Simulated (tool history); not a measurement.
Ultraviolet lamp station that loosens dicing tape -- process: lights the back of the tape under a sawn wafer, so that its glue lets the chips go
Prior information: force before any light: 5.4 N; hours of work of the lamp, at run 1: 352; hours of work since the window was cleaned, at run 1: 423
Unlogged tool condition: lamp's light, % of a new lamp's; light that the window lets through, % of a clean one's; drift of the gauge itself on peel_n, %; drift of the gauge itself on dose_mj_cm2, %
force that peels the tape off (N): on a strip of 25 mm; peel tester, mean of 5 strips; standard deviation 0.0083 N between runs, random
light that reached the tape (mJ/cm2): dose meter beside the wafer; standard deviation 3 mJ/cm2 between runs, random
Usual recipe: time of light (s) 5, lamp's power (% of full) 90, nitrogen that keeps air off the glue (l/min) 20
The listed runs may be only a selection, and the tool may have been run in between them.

run	hour	time of light (s)	lamp's power (% of full)	nitrogen that keeps air off the glue (l/min)	hours of work of the lamp	hours of work since the window was cleaned	force that peels the tape off (N)	light that reached the tape (mJ/cm2)
1	0.0	5	90	20	352	423	0.333	458
2	7.2	5	90	20	357	428	0.340	453
3	14.7	5	90	20	362	433	0.330	455
4	23.8	5	90	20	368	438	0.345	456
5	36.0	5	90	20	376	447	0.343	455
6	44.7	5	90	11	382	452	0.584	455
7	58.5	5	90	38	391	461	0.202	455
8	69.0	3	90	20	397	468	0.962	273
9	83.2	3	90	20	407	477	0.967	274
10	89.4	5	87	20	411	481	0.388	437
11	101.7	3	90	20	419	489	1.005	270
12	111.4	5	71	20	425	496	0.571	355
13	121.5	4	90	20	432	502	0.542	365
14	129.9	5	90	20	437	508	0.340	458
15	137.1	5	90	9	442	512	0.637	454
16	148.3	5	90	9	449	520	0.663	460
17	158.1	5	69	9	456	526	1.063	350
# hour 163.5: window cleaned of glue's vapour
18	171.7	5	73	20	464	5	0.523	369
19	178.8	5	90	11	469	10	0.573	453
20	192.7	5	86	20	478	19	0.374	436
21	199.7	5	90	20	482	24	0.340	455
22	209.5	4	90	20	489	30	0.573	364
23	221.9	4	90	13	497	38	0.765	367
24	228.6	4	90	13	501	43	0.774	367
25	242.5	7	90	20	510	52	0.141	643
26	256.0	2	90	20	519	60	1.726	183
27	261.8	2	90	20	523	64	1.732	184
28	275.0	6	81	25	532	73	0.218	494
29	284.9	3	65	18	538	79	1.615	194
30	293.8	2	71	14	544	85	2.422	143
31	299.5	5	74	20	548	89	0.523	380
32	310.5	4	81	7	555	96	1.348	331
33	318.5	4	81	7	560	101	1.382	327
34	329.7	4	90	39	567	108	0.344	363
35	338.0	5	88	13	573	114	0.519	448
36	349.3	5	88	13	580	121	0.523	445
37	361.5	3	74	16	588	129	1.485	224
38	373.3	3	74	16	596	137	1.460	226
39	386.5	3	74	16	604	146	1.462	225
40	399.5	3	87	16	613	154	1.187	263
41	412.8	8	87	16	622	163	0.146	698
42	425.3	5	79	37	630	171	0.282	398
43	433.9	5	79	37	635	177	0.295	397
44	442.7	5	79	37	641	182	0.288	397

How the hidden state differs across the entries between the runs, from the last listed run before each to the first after it:
In the gap between runs 17 and 18: window cleaned of glue's vapour (hour 163.5)
  light that the window lets through, % of a clean one's: 99.9 -> 100
